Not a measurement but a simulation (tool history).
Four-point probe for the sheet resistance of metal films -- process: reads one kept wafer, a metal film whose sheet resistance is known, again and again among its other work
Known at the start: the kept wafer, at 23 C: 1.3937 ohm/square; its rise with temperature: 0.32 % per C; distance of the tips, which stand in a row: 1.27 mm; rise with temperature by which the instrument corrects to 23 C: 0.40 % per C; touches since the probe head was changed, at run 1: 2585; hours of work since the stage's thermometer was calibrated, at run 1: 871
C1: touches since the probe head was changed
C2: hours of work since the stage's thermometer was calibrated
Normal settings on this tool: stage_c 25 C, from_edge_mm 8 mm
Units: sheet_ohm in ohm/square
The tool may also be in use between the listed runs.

Run 1, hour 0.0: usual settings; C1 2585; C2 871. Result: sheet_ohm 1.411898 ohm/square.
Run 2, hour 15.7: usual settings; C1 3125; C2 881. Result: sheet_ohm 1.412336 ohm/square.
Run 3, hour 25.3: usual settings; C1 3455; C2 888. Result: sheet_ohm 1.412404 ohm/square.
Run 4, hour 34.9: usual settings; C1 3786; C2 894. Result: sheet_ohm 1.412793 ohm/square.
Run 5, hour 49.9: usual settings but stage_c 23 C; C1 4298; C2 903. Result: sheet_ohm 1.414814 ohm/square.
Run 6, hour 58.0: usual settings but stage_c 23 C; C1 4577; C2 909. Result: sheet_ohm 1.414453 ohm/square.
Run 7, hour 67.2: usual settings but stage_c 23 C; C1 4893; C2 915. Result: sheet_ohm 1.414280 ohm/square.
Run 8, hour 79.4: usual settings but from_edge_mm 51 mm; C1 5314; C2 923. Result: sheet_ohm 1.393659 ohm/square.
Run 9, hour 89.2: usual settings; C1 5651; C2 929. Result: sheet_ohm 1.412072 ohm/square.
Run 10, hour 102.3: usual settings but stage_c 26 C; C1 6099; C2 937. Result: sheet_ohm 1.411386 ohm/square.
Run 11, hour 109.1: usual settings but stage_c 26 C; C1 6333; C2 942. Result: sheet_ohm 1.411048 ohm/square.
Run 12, hour 125.2: usual settings but stage_c 30 C; C1 6887; C2 952. Result: sheet_ohm 1.407123 ohm/square.
Run 13, hour 134.7: usual settings but stage_c 30 C; C1 7213; C2 959. Result: sheet_ohm 1.407498 ohm/square.
Run 14, hour 149.5: usual settings but stage_c 30 C, from_edge_mm 30 mm; C1 7724; C2 968. Result: sheet_ohm 1.389743 ohm/square.
Run 15, hour 160.0: usual settings but stage_c 30 C, from_edge_mm 30 mm; C1 8084; C2 975. Result: sheet_ohm 1.390407 ohm/square.
Run 16, hour 170.5: usual settings but stage_c 30 C, from_edge_mm 30 mm; C1 8444; C2 982. Result: sheet_ohm 1.390173 ohm/square.
Run 17, hour 183.9: usual settings but stage_c 30 C, from_edge_mm 30 mm; C1 8907; C2 991. Result: sheet_ohm 1.390376 ohm/square.
Run 18, hour 195.6: usual settings but stage_c 27 C, from_edge_mm 9 mm; C1 9307; C2 998. Result: sheet_ohm 1.406508 ohm/square.
Run 19, hour 209.8: usual settings but stage_c 30 C, from_edge_mm 7 mm; C1 9797; C2 1007. Result: sheet_ohm 1.412751 ohm/square.
Run 20, hour 220.9: usual settings but stage_c 30 C, from_edge_mm 7 mm; C1 10177; C2 1015. Result: sheet_ohm 1.412920 ohm/square.
Run 21, hour 237.1: usual settings but stage_c 24 C, from_edge_mm 15 mm; C1 10734; C2 1025. Result: sheet_ohm 1.400305 ohm/square.
Run 22, hour 245.9: usual settings but from_edge_mm 11 mm; C1 11037; C2 1031. Result: sheet_ohm 1.403576 ohm/square.
Run 23, hour 261.3: usual settings but stage_c 33 C, from_edge_mm 5 mm; C1 11566; C2 1041. Result: sheet_ohm 1.432258 ohm/square.
Run 24, hour 269.9: usual settings but stage_c 33 C, from_edge_mm 5 mm; C1 11863; C2 1046. Result: sheet_ohm 1.432482 ohm/square.
Run 25, hour 285.5: usual settings but stage_c 33 C, from_edge_mm 5 mm; C1 12397; C2 1057. Result: sheet_ohm 1.432564 ohm/square.
Run 26, hour 295.1: usual settings but stage_c 21 C; C1 12728; C2 1063. Result: sheet_ohm 1.416094 ohm/square.
Run 27, hour 309.0: usual settings but stage_c 21 C; C1 13204; C2 1072. Result: sheet_ohm 1.416328 ohm/square.
Run 28, hour 320.6: usual settings but stage_c 21 C; C1 13604; C2 1079. Result: sheet_ohm 1.416118 ohm/square.
Run 29, hour 335.7: usual settings but stage_c 27 C, from_edge_mm 3 mm; C1 14123; C2 1089. Result: sheet_ohm 1.512746 ohm/square.
Run 30, hour 349.6: usual settings but stage_c 27 C, from_edge_mm 3 mm; C1 14600; C2 1098. Result: sheet_ohm 1.512692 ohm/square.
Run 31, hour 358.8: usual settings but stage_c 29 C, from_edge_mm 5 mm; C1 14916; C2 1104. Result: sheet_ohm 1.436063 ohm/square.
Run 32, hour 371.2: usual settings but stage_c 34 C, from_edge_mm 49 mm; C1 15344; C2 1112. Result: sheet_ohm 1.385204 ohm/square.
Run 33, hour 378.9: usual settings but stage_c 19 C, from_edge_mm 16 mm; C1 15609; C2 1117. Result: sheet_ohm 1.404551 ohm/square.
Run 34, hour 386.6: usual settings but stage_c 18 C, from_edge_mm 14 mm; C1 15873; C2 1122. Result: sheet_ohm 1.407197 ohm/square.

Pick out some run-to-run changes in sheet_ohm. Of each, how much would a tool without hidden state show as well, from the settings, what came in and chance, and how much is left for the hidden state and any gauge scatter not in both results compared?
The hidden state here: inner tips' distance over the nominal, %; tips' flats over new ones', %; wafer's true temperature over the reading, C; drift of the gauge itself on sheet_ohm, %.
Run 28 -> 29: stage_c 21 -> 27, from_edge_mm 8 -> 3. sheet_ohm +0.096628 ohm/square: hidden state +0.000088, all else +0.096540.
Run 30 -> 31: stage_c 27 -> 29, from_edge_mm 3 -> 5. sheet_ohm -0.076629 ohm/square: hidden state -0.000112, all else -0.076517.
Run 31 -> 32: stage_c 29 -> 34, from_edge_mm 5 -> 49. sheet_ohm -0.050859 ohm/square: hidden state -0.000092, all else -0.050767.
